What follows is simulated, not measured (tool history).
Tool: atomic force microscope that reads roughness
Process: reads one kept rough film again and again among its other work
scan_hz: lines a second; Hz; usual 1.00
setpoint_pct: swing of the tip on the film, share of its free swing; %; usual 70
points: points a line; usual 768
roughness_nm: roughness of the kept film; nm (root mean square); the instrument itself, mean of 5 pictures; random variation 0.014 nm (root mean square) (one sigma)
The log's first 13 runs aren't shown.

| run | day | scan_hz | setpoint_pct | points | roughness_nm |
|---|---|---|---|---|---|
| 14 | 4.600 | 1.00 | 70 | 768 | 2.702 |
|  | 4.962 | new tip fitted |
| 15 | 5.000 | 1.00 | 70 | 536 | 3.221 |
| 16 | 5.275 | 1.00 | 70 | 768 | 3.167 |
| 17 | 5.675 | 1.00 | 70 | 722 | 3.067 |
| 18 | 5.917 | 1.00 | 90 | 722 | 2.878 |
| 19 | 6.421 | 1.00 | 68 | 722 | 2.891 |
| 20 | 6.871 | 1.00 | 68 | 722 | 2.792 |
| 21 | 7.254 | 1.00 | 79 | 380 | 2.644 |

The next listed run, before its measurement:
|  | 7.438 | new tip fitted |
| 22 | 7.788 | 2.08 | 56 | 527 | ? |

Run 22 gave roughness_nm 3.151 nm (root mean square).
Without the tool's hidden state the same run would have given roughness_nm 3.248 nm (root mean square).
